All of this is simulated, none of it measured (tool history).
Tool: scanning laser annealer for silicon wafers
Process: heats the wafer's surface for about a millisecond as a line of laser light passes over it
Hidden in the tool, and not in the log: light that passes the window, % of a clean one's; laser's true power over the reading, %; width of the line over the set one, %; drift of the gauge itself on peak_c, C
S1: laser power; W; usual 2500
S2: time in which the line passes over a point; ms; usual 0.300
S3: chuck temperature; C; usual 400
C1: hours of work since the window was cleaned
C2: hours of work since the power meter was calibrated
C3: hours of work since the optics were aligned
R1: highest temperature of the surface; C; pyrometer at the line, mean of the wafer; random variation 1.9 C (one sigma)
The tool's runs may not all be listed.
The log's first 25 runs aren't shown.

Run 26, hour 230.2: usual settings but S2 0.249 ms, S3 366 C; C1 195; C2 339; C3 227. Result: R1 1059 C.
Run 27, hour 241.8: usual settings but S2 0.231 ms, S3 381 C; C1 202; C2 347; C3 234. Result: R1 1053 C.
Run 28, hour 252.7: usual settings but S2 0.231 ms, S3 381 C; C1 209; C2 353; C3 241. Result: R1 1048 C.
Run 29, hour 262.3: usual settings but S1 2309 W, S2 0.231 ms, S3 392 C; C1 215; C2 359; C3 247. Result: R1 1006 C.
Run 30, hour 274.2: usual settings but S1 2522 W, S2 0.244 ms; C1 222; C2 367; C3 254. Result: R1 1091 C.
Run 31, hour 282.9: usual settings but S1 2746 W, S3 422 C; C1 227; C2 372; C3 259. Result: R1 1258 C.
Run 32, hour 295.1: usual settings but S1 2316 W, S2 0.334 ms, S3 422 C; C1 235; C2 380; C3 267. Result: R1 1153 C.
Run 33, hour 306.7: usual settings but S1 2281 W, S2 0.364 ms, S3 378 C; C1 242; C2 387; C3 274. Result: R1 1122 C.
Run 34, hour 313.1: usual settings but S1 2372 W, S2 0.287 ms; C1 246; C2 391; C3 278. Result: R1 1097 C.
Run 35, hour 319.9: usual settings but S1 2321 W, S2 0.343 ms, S3 438 C; C1 250; C2 395; C3 282. Result: R1 1176 C.
Run 36, hour 331.4: usual settings but S1 2321 W, S2 0.343 ms, S3 438 C; C1 257; C2 402; C3 289. Result: R1 1174 C.
Run 37, hour 341.7: usual settings but S1 2437 W, S2 0.301 ms, S3 408 C; C1 264; C2 408; C3 296. Result: R1 1136 C.
Run 38, hour 353.3: usual settings but S1 2250 W, S2 0.276 ms, S3 425 C; C1 271; C2 416; C3 303. Result: R1 1071 C.
Run 39, hour 361.5: usual settings but S1 2250 W, S2 0.276 ms, S3 425 C; C1 276; C2 421; C3 308. Result: R1 1070 C.
Run 40, hour 370.3: usual settings but S1 2303 W, S2 0.276 ms, S3 390 C; C1 281; C2 426; C3 313. Result: R1 1049 C.
Run 41, hour 382.3: usual settings but S1 2619 W, S3 404 C; C1 289; C2 434; C3 321. Result: R1 1190 C.

3 ways to go on from here, each from the tool as it stands after run 41. What would each give?
Run A, hour 392.0: usual settings but S1 2125 W, S2 0.340 ms, S3 404 C; C1 295; C2 440; C3 327. Result: R1 ?.
Run B, hour 392.0: usual settings but S1 2438 W, S3 435 C; C1 295; C2 440; C3 327. Result: R1 ?.
Run C, hour 392.0: usual settings but S1 2590 W, S2 0.332 ms, S3 367 C; C1 295; C2 440; C3 327. Result: R1 ?.

run    R1
  A  1070
  B  1162
  C  1181
Without the tool's hidden state the same runs would have given:
run    R1
  A  1093
  B  1187
  C  1210
